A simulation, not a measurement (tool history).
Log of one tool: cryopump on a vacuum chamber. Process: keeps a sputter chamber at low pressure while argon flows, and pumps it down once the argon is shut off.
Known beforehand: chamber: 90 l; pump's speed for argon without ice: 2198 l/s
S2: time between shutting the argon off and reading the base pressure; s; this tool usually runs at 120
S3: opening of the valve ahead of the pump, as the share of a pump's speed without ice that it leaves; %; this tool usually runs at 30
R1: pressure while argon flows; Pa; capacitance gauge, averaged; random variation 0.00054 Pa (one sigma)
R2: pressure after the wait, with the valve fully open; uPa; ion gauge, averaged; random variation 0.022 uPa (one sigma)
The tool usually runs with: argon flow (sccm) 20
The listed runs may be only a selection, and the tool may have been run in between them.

{"run": 1, "hour": 0.0, "argon flow (sccm)": 20, "S2": 120, "S3": 30, "R1": 0.0524, "R2": 1.45}
{"run": 2, "hour": 14.3, "argon flow (sccm)": 20, "S2": 120, "S3": 28, "R1": 0.0576, "R2": 1.46}
{"run": 3, "hour": 30.6, "argon flow (sccm)": 20, "S2": 120, "S3": 28, "R1": 0.0576, "R2": 1.49}
{"run": 4, "hour": 51.4, "argon flow (sccm)": 20, "S2": 120, "S3": 28, "R1": 0.0586, "R2": 1.45}
{"run": 5, "hour": 67.6, "argon flow (sccm)": 20, "S2": 120, "S3": 28, "R1": 0.0581, "R2": 1.49}
{"run": 6, "hour": 80.8, "argon flow (sccm)": 20, "S2": 120, "S3": 28, "R1": 0.0575, "R2": 1.48}
{"run": 7, "hour": 94.8, "argon flow (sccm)": 20, "S2": 120, "S3": 28, "R1": 0.058, "R2": 1.53}
{"run": 8, "hour": 118.0, "argon flow (sccm)": 25, "S2": 120, "S3": 30, "R1": 0.0678, "R2": 1.53}
{"run": 9, "hour": 141.7, "argon flow (sccm)": 25, "S2": 120, "S3": 30, "R1": 0.0674, "R2": 1.48}
{"run": 10, "hour": 158.9, "argon flow (sccm)": 25, "S2": 120, "S3": 30, "R1": 0.0681, "R2": 1.5}
{"run": 11, "hour": 181.4, "argon flow (sccm)": 20, "S2": 120, "S3": 30, "R1": 0.0548, "R2": 1.56}
{"run": 12, "hour": 198.7, "argon flow (sccm)": 20, "S2": 120, "S3": 30, "R1": 0.0548, "R2": 1.54}
{"run": 13, "hour": 210.0, "argon flow (sccm)": 20, "S2": 120, "S3": 30, "R1": 0.0561, "R2": 1.52}
{"run": 14, "hour": 230.9, "argon flow (sccm)": 20, "S2": 120, "S3": 30, "R1": 0.0551, "R2": 1.59}
{"run": 15, "hour": 246.5, "argon flow (sccm)": 20, "S2": 120, "S3": 30, "R1": 0.0556, "R2": 1.65}
{"run": 16, "hour": 263.5, "argon flow (sccm)": 20, "S2": 120, "S3": 30, "R1": 0.0555, "R2": 1.57}
{"run": 17, "hour": 277.5, "argon flow (sccm)": 28, "S2": 140, "S3": 52, "R1": 0.0473, "R2": 1.56}
{"run": 18, "hour": 289.8, "argon flow (sccm)": 39, "S2": 42, "S3": 51, "R1": 0.0659, "R2": 2.62}
{"run": 19, "hour": 305.7, "argon flow (sccm)": 23, "S2": 221, "S3": 59, "R1": 0.035, "R2": 1.38}
{"run": 20, "hour": 329.1, "argon flow (sccm)": 23, "S2": 221, "S3": 59, "R1": 0.0352, "R2": 1.37}
{"run": 21, "hour": 342.9, "argon flow (sccm)": 23, "S2": 23, "S3": 59, "R1": 0.0353, "R2": 3.77}
{"run": 22, "hour": 364.1, "argon flow (sccm)": 23, "S2": 23, "S3": 59, "R1": 0.0345, "R2": 3.69}
{"hour": 376.4, "done": "pump warmed up, emptied and cooled again"}
{"run": 23, "hour": 384.0, "argon flow (sccm)": 27, "S2": 296, "S3": 48, "R1": 0.0431, "R2": 1.09}
{"run": 24, "hour": 396.7, "argon flow (sccm)": 20, "S2": 160, "S3": 24, "R1": 0.0652, "R2": 1.25}
{"run": 25, "hour": 414.9, "argon flow (sccm)": 17, "S2": 120, "S3": 30, "R1": 0.0439, "R2": 1.44}
{"run": 26, "hour": 425.1, "argon flow (sccm)": 17, "S2": 120, "S3": 30, "R1": 0.0437, "R2": 1.39}
{"run": 27, "hour": 442.5, "argon flow (sccm)": 17, "S2": 120, "S3": 30, "R1": 0.0429, "R2": 1.42}
{"run": 28, "hour": 461.8, "argon flow (sccm)": 17, "S2": 120, "S3": 30, "R1": 0.0441, "R2": 1.47}
{"run": 29, "hour": 474.4, "argon flow (sccm)": 17, "S2": 120, "S3": 58, "R1": 0.0223, "R2": 1.45}
{"run": 30, "hour": 493.0, "argon flow (sccm)": 17, "S2": 120, "S3": 58, "R1": 0.0229, "R2": 1.46}
{"run": 31, "hour": 512.0, "argon flow (sccm)": 17, "S2": 120, "S3": 58, "R1": 0.0227, "R2": 1.44}
{"run": 32, "hour": 524.7, "argon flow (sccm)": 9, "S2": 45, "S3": 42, "R1": 0.0174, "R2": 2.27}

Forecast each of these 3 alternatives for the next run:
{"run": "A", "hour": 538.1, "argon flow (sccm)": 13, "S2": 27, "S3": 30, "R1": "?", "R2": "?"}
{"run": "B", "hour": 538.1, "argon flow (sccm)": 17, "S2": 22, "S3": 32, "R1": "?", "R2": "?"}
{"run": "C", "hour": 538.1, "argon flow (sccm)": 15, "S2": 65, "S3": 27, "R1": "?", "R2": "?"}

run=A R1=0.0349 R2=3.23
run=B R1=0.0419 R2=3.74
run=C R1=0.0434 R2=1.95
With the hidden condition removed and each run's random variation left untouched, the same runs would have given:
run=A R1=0.0342 R2=2.41
run=B R1=0.0411 R2=2.93
run=C R1=0.0427 R2=1.12
